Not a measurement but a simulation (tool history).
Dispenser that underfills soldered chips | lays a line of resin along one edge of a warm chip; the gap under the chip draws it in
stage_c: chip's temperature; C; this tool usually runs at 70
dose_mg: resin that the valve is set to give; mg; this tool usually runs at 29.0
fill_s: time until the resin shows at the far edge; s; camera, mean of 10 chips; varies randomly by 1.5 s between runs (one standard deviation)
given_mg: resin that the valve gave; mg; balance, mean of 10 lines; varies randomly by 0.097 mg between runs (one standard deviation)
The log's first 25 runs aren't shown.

{"hour": 154.3, "done": "new syringe of resin"}
{"run": 26, "hour": 154.6, "stage_c": 70, "dose_mg": 27.1, "fill_s": 141.0, "given_mg": 26.57}
{"run": 27, "hour": 158.4, "stage_c": 61, "dose_mg": 29.1, "fill_s": 222.5, "given_mg": 28.58}
{"hour": 165.7, "done": "new syringe of resin"}
{"run": 28, "hour": 166.6, "stage_c": 56, "dose_mg": 25.5, "fill_s": 239.0, "given_mg": 25.09}
{"run": 29, "hour": 172.8, "stage_c": 56, "dose_mg": 33.0, "fill_s": 302.6, "given_mg": 32.22}
{"run": 30, "hour": 176.3, "stage_c": 58, "dose_mg": 27.3, "fill_s": 330.5, "given_mg": 26.49}
{"hour": 177.0, "done": "new syringe of resin"}
{"run": 31, "hour": 184.5, "stage_c": 80, "dose_mg": 24.8, "fill_s": 139.3, "given_mg": 24.08}
{"hour": 188.3, "done": "new syringe of resin"}
{"run": 32, "hour": 191.8, "stage_c": 80, "dose_mg": 25.8, "fill_s": 117.2, "given_mg": 25.11}
{"hour": 199.5, "done": "new syringe of resin"}
{"run": 33, "hour": 200.3, "stage_c": 73, "dose_mg": 24.6, "fill_s": 131.9, "given_mg": 23.96}
{"run": 34, "hour": 204.7, "stage_c": 73, "dose_mg": 24.6, "fill_s": 160.3, "given_mg": 23.8}
{"run": 35, "hour": 209.7, "stage_c": 70, "dose_mg": 37.5, "fill_s": 208.7, "given_mg": 36.41}
{"hour": 211.3, "done": "new syringe of resin"}
{"run": 36, "hour": 215.9, "stage_c": 70, "dose_mg": 37.5, "fill_s": 159.5, "given_mg": 36.23}

What if the next run were any one of these 3? Each begins from the tool's condition after run 36:
{"run": "A", "hour": 221.4, "stage_c": 70, "dose_mg": 27.7, "fill_s": "?", "given_mg": "?"}
{"run": "B", "hour": 221.4, "stage_c": 62, "dose_mg": 29.1, "fill_s": "?", "given_mg": "?"}
{"run": "C", "hour": 221.4, "stage_c": 66, "dose_mg": 29.0, "fill_s": "?", "given_mg": "?"}

run=A fill_s=207.2 given_mg=26.82
run=B fill_s=279.4 given_mg=28.30
run=C fill_s=238.2 given_mg=28.08
With no hidden state in the tool, these same runs would have given:
run=A fill_s=144.4 given_mg=27.74
run=B fill_s=195.6 given_mg=29.26
run=C fill_s=166.5 given_mg=29.04
